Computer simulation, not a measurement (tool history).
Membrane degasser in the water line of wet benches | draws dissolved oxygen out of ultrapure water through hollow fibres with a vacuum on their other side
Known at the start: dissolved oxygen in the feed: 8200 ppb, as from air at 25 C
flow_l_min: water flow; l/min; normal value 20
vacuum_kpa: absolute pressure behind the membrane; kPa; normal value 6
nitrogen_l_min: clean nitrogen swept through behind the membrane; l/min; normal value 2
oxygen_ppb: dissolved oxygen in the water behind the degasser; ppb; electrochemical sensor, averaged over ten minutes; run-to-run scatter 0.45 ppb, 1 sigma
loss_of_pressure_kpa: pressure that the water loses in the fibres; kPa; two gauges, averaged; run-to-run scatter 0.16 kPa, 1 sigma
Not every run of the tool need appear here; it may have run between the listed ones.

run 1 hour=0 | flow_l_min=20 vacuum_kpa=6 nitrogen_l_min=2 | oxygen_ppb=76 loss_of_pressure_kpa=39.17
run 2 hour=105.4 | flow_l_min=20 vacuum_kpa=6 nitrogen_l_min=2 | oxygen_ppb=75.3 loss_of_pressure_kpa=39.14
run 3 hour=230.8 | flow_l_min=29 vacuum_kpa=6 nitrogen_l_min=2 | oxygen_ppb=111.8 loss_of_pressure_kpa=57.01
run 4 hour=364.5 | flow_l_min=20 vacuum_kpa=6 nitrogen_l_min=2 | oxygen_ppb=74.8 loss_of_pressure_kpa=39.04
run 5 hour=438.4 | flow_l_min=20 vacuum_kpa=4.86 nitrogen_l_min=2 | oxygen_ppb=49.1 loss_of_pressure_kpa=39.38
run 6 hour=555.6 | flow_l_min=17 vacuum_kpa=6 nitrogen_l_min=2 | oxygen_ppb=64.4 loss_of_pressure_kpa=33.33
run 7 hour=613.3 | flow_l_min=20 vacuum_kpa=6 nitrogen_l_min=2 | oxygen_ppb=76.2 loss_of_pressure_kpa=39.15
run 8 hour=677.8 | flow_l_min=20 vacuum_kpa=6 nitrogen_l_min=2 | oxygen_ppb=76 loss_of_pressure_kpa=39
run 9 hour=759.9 | flow_l_min=20 vacuum_kpa=6 nitrogen_l_min=2 | oxygen_ppb=76.7 loss_of_pressure_kpa=39.25
run 10 hour=825.8 | flow_l_min=20 vacuum_kpa=6 nitrogen_l_min=2 | oxygen_ppb=76 loss_of_pressure_kpa=39.32
run 11 hour=918.6 | flow_l_min=20 vacuum_kpa=6 nitrogen_l_min=2 | oxygen_ppb=77 loss_of_pressure_kpa=39.66
run 12 hour=1009 | flow_l_min=20 vacuum_kpa=6 nitrogen_l_min=2 | oxygen_ppb=77.2 loss_of_pressure_kpa=39.61
run 13 hour=1114.8 | flow_l_min=20 vacuum_kpa=6 nitrogen_l_min=1.05 | oxygen_ppb=132.1 loss_of_pressure_kpa=39.36
run 14 hour=1245.7 | flow_l_min=20 vacuum_kpa=6 nitrogen_l_min=1.05 | oxygen_ppb=132.1 loss_of_pressure_kpa=39.51
run 15 hour=1330.7 | flow_l_min=15 vacuum_kpa=6 nitrogen_l_min=1.05 | oxygen_ppb=102.1 loss_of_pressure_kpa=29.48
run 16 hour=1417.4 | flow_l_min=15 vacuum_kpa=6 nitrogen_l_min=1.05 | oxygen_ppb=103 loss_of_pressure_kpa=29.7
run 17 hour=1515.8 | flow_l_min=20 vacuum_kpa=6 nitrogen_l_min=4.43 | oxygen_ppb=40.4 loss_of_pressure_kpa=39.37
run 18 hour=1624.9 | flow_l_min=20 vacuum_kpa=6 nitrogen_l_min=4.43 | oxygen_ppb=40.2 loss_of_pressure_kpa=39.41
run 19 hour=1750.6 | flow_l_min=20 vacuum_kpa=6 nitrogen_l_min=4.43 | oxygen_ppb=40 loss_of_pressure_kpa=39.32
run 20 hour=1852.1 | flow_l_min=20 vacuum_kpa=6 nitrogen_l_min=4.43 | oxygen_ppb=40.3 loss_of_pressure_kpa=39.53
run 21 hour=1978.2 | flow_l_min=20 vacuum_kpa=6 nitrogen_l_min=4.43 | oxygen_ppb=40.6 loss_of_pressure_kpa=39.27
run 22 hour=2046.9 | flow_l_min=23 vacuum_kpa=3.76 nitrogen_l_min=1.09 | oxygen_ppb=43.8 loss_of_pressure_kpa=45.4
run 23 hour=2153.6 | flow_l_min=22 vacuum_kpa=11.55 nitrogen_l_min=1.86 | oxygen_ppb=242.9 loss_of_pressure_kpa=43.34
run 24 hour=2279.3 | flow_l_min=14 vacuum_kpa=6 nitrogen_l_min=4.27 | oxygen_ppb=27.7 loss_of_pressure_kpa=27.65
run 25 hour=2408.1 | flow_l_min=24 vacuum_kpa=7.8 nitrogen_l_min=2.56 | oxygen_ppb=117.1 loss_of_pressure_kpa=47.42

Selected run-to-run steps in oxygen_ppb, each split into two signed amounts: the part the tool would show with no hidden state at all (from settings, incoming material and random variation), and the remainder, which goes to the hidden state together with any gauge scatter not common to the measured and the hidden-state-free results:
Hidden state at play: membrane still open, %; true pressure behind the membrane over the reading, kPa; air that leaks in behind the membrane, l/min; drift of the gauge itself on oxygen_ppb, %; drift of the gauge itself on loss_of_pressure_kpa, %.
Run 21 -> 22: flow_l_min 20 -> 23, vacuum_kpa 6 -> 3.76, nitrogen_l_min 4.43 -> 1.09. oxygen_ppb +3.2 ppb: hidden state +6.3, all else -3.1.
Run 22 -> 23: flow_l_min 23 -> 22, vacuum_kpa 3.76 -> 11.55, nitrogen_l_min 1.09 -> 1.86. oxygen_ppb +199.1 ppb: hidden state +0.3, all else +198.8.
Run 23 -> 24: flow_l_min 22 -> 14, vacuum_kpa 11.55 -> 6, nitrogen_l_min 1.86 -> 4.27. oxygen_ppb -215.2 ppb: hidden state -7.4, all else -207.8.
